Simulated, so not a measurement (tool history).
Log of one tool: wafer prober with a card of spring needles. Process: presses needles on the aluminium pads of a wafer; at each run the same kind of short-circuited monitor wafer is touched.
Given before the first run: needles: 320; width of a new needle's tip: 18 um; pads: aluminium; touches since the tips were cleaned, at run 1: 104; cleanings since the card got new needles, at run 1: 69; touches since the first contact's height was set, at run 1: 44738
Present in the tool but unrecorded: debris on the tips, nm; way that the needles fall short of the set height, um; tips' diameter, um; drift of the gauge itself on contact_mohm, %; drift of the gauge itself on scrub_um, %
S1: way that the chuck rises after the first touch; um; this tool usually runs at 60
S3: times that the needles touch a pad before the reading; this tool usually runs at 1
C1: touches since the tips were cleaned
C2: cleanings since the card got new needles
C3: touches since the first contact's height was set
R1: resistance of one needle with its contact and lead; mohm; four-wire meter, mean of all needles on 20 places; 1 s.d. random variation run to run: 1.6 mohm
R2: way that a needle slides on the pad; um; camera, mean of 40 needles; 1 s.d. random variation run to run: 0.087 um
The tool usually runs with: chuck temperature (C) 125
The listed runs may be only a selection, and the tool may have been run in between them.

{"run": 1, "hour": 0.0, "S1": 60, "chuck temperature (C)": 125, "S3": 1, "C1": 104, "C2": 69, "C3": 44738, "R1": 154, "R2": 15.14}
{"hour": 4.8, "done": "tips cleaned on abrasive film"}
{"hour": 9.3, "done": "tips cleaned on abrasive film"}
{"hour": 14.0, "done": "tips cleaned on abrasive film"}
{"run": 2, "hour": 15.3, "S1": 60, "chuck temperature (C)": 125, "S3": 1, "C1": 670, "C2": 72, "C3": 52751, "R1": 157, "R2": 15.08}
{"hour": 18.2, "done": "tips cleaned on abrasive film"}
{"hour": 23.0, "done": "tips cleaned on abrasive film"}
{"hour": 27.4, "done": "tips cleaned on abrasive film"}
{"run": 3, "hour": 27.6, "S1": 60, "chuck temperature (C)": 125, "S3": 1, "C1": 148, "C2": 75, "C3": 59189, "R1": 152, "R2": 15.04}
{"hour": 31.8, "done": "tips cleaned on abrasive film"}
{"hour": 36.0, "done": "tips cleaned on abrasive film"}
{"run": 4, "hour": 36.5, "S1": 60, "chuck temperature (C)": 125, "S3": 1, "C1": 224, "C2": 77, "C3": 63802, "R1": 154, "R2": 15.03}
{"hour": 41.0, "done": "tips cleaned on abrasive film"}
{"hour": 44.8, "done": "height of the first contact set anew"}
{"hour": 45.8, "done": "tips cleaned on abrasive film"}
{"run": 5, "hour": 49.1, "S1": 60, "chuck temperature (C)": 125, "S3": 1, "C1": 1810, "C2": 79, "C3": 2280, "R1": 155, "R2": 15.06}
{"hour": 50.0, "done": "tips cleaned on abrasive film"}
{"hour": 54.8, "done": "tips cleaned on abrasive film"}
{"hour": 59.1, "done": "tips cleaned on abrasive film"}
{"hour": 63.8, "done": "tips cleaned on abrasive film"}
{"run": 6, "hour": 64.1, "S1": 60, "chuck temperature (C)": 125, "S3": 1, "C1": 186, "C2": 83, "C3": 10072, "R1": 156, "R2": 15.07}
{"hour": 68.0, "done": "tips cleaned on abrasive film"}
{"run": 7, "hour": 70.5, "S1": 60, "chuck temperature (C)": 125, "S3": 1, "C1": 1331, "C2": 84, "C3": 13429, "R1": 155, "R2": 15.15}
{"hour": 72.4, "done": "tips cleaned on abrasive film"}
{"hour": 77.4, "done": "tips cleaned on abrasive film"}
{"run": 8, "hour": 79.5, "S1": 60, "chuck temperature (C)": 125, "S3": 1, "C1": 1120, "C2": 86, "C3": 18128, "R1": 152, "R2": 15.17}
{"hour": 81.6, "done": "tips cleaned on abrasive film"}
{"hour": 86.2, "done": "tips cleaned on abrasive film"}
{"hour": 90.8, "done": "tips cleaned on abrasive film"}
{"hour": 95.0, "done": "tips cleaned on abrasive film"}
{"run": 9, "hour": 95.0, "S1": 60, "chuck temperature (C)": 125, "S3": 1, "C1": 0, "C2": 90, "C3": 26221, "R1": 155, "R2": 15.07}
{"hour": 99.8, "done": "tips cleaned on abrasive film"}
{"hour": 104.7, "done": "tips cleaned on abrasive film"}
{"hour": 109.8, "done": "tips cleaned on abrasive film"}
{"run": 10, "hour": 109.8, "S1": 60, "chuck temperature (C)": 125, "S3": 1, "C1": 19, "C2": 93, "C3": 33991, "R1": 150, "R2": 14.92}
{"hour": 114.2, "done": "tips cleaned on abrasive film"}
{"hour": 118.6, "done": "tips cleaned on abrasive film"}
{"run": 11, "hour": 122.1, "S1": 60, "chuck temperature (C)": 125, "S3": 1, "C1": 1868, "C2": 95, "C3": 40424, "R1": 155, "R2": 15.24}
{"hour": 123.2, "done": "tips cleaned on abrasive film"}
{"hour": 128.3, "done": "tips cleaned on abrasive film"}
{"hour": 132.9, "done": "tips cleaned on abrasive film"}
{"run": 12, "hour": 134.5, "S1": 60, "chuck temperature (C)": 125, "S3": 2, "C1": 872, "C2": 98, "C3": 46908, "R1": 156, "R2": 15.09}
{"hour": 137.5, "done": "tips cleaned on abrasive film"}
{"hour": 142.5, "done": "tips cleaned on abrasive film"}
{"hour": 146.9, "done": "tips cleaned on abrasive film"}
{"run": 13, "hour": 148.2, "S1": 60, "chuck temperature (C)": 125, "S3": 1, "C1": 680, "C2": 101, "C3": 54051, "R1": 153, "R2": 15.17}
{"hour": 151.8, "done": "tips cleaned on abrasive film"}
{"hour": 156.2, "done": "tips cleaned on abrasive film"}
{"hour": 161.1, "done": "tips cleaned on abrasive film"}
{"run": 14, "hour": 162.5, "S1": 60, "chuck temperature (C)": 125, "S3": 1, "C1": 760, "C2": 104, "C3": 61545, "R1": 152, "R2": 15.21}
{"hour": 165.5, "done": "tips cleaned on abrasive film"}
{"hour": 170.1, "done": "tips cleaned on abrasive film"}
{"hour": 174.7, "done": "tips cleaned on abrasive film"}
{"hour": 175.0, "done": "height of the first contact set anew"}
{"run": 15, "hour": 175.0, "S1": 60, "chuck temperature (C)": 125, "S3": 1, "C1": 0, "C2": 107, "C3": 0, "R1": 152, "R2": 15.22}
{"hour": 179.4, "done": "tips cleaned on abrasive film"}
{"hour": 184.0, "done": "tips cleaned on abrasive film"}
{"run": 16, "hour": 187.5, "S1": 60, "chuck temperature (C)": 125, "S3": 1, "C1": 1882, "C2": 109, "C3": 6589, "R1": 154, "R2": 15.17}
{"hour": 188.4, "done": "tips cleaned on abrasive film"}
{"hour": 193.2, "done": "tips cleaned on abrasive film"}
{"hour": 197.3, "done": "tips cleaned on abrasive film"}
{"hour": 202.0, "done": "tips cleaned on abrasive film"}
{"run": 17, "hour": 202.8, "S1": 60, "chuck temperature (C)": 125, "S3": 1, "C1": 434, "C2": 113, "C3": 14532, "R1": 157, "R2": 15.1}
{"hour": 206.2, "done": "tips cleaned on abrasive film"}
{"run": 18, "hour": 209.5, "S1": 60, "chuck temperature (C)": 125, "S3": 1, "C1": 1758, "C2": 114, "C3": 18057, "R1": 153, "R2": 15.25}

Run 19 has not been measured yet. What should we expect?
{"hour": 210.4, "done": "tips cleaned on abrasive film"}
{"hour": 215.2, "done": "tips cleaned on abrasive film"}
{"run": 19, "hour": 218.9, "S1": 57, "chuck temperature (C)": 125, "S3": 1, "C1": 1968, "C2": 116, "C3": 23002, "R1": "?", "R2": "?"}

R1: 156 mohm
R2: 14.41 um
Take away the tool's hidden state, keep the run-to-run variation as it was, and the same run would have given R1 156 mohm, R2 14.41 um.
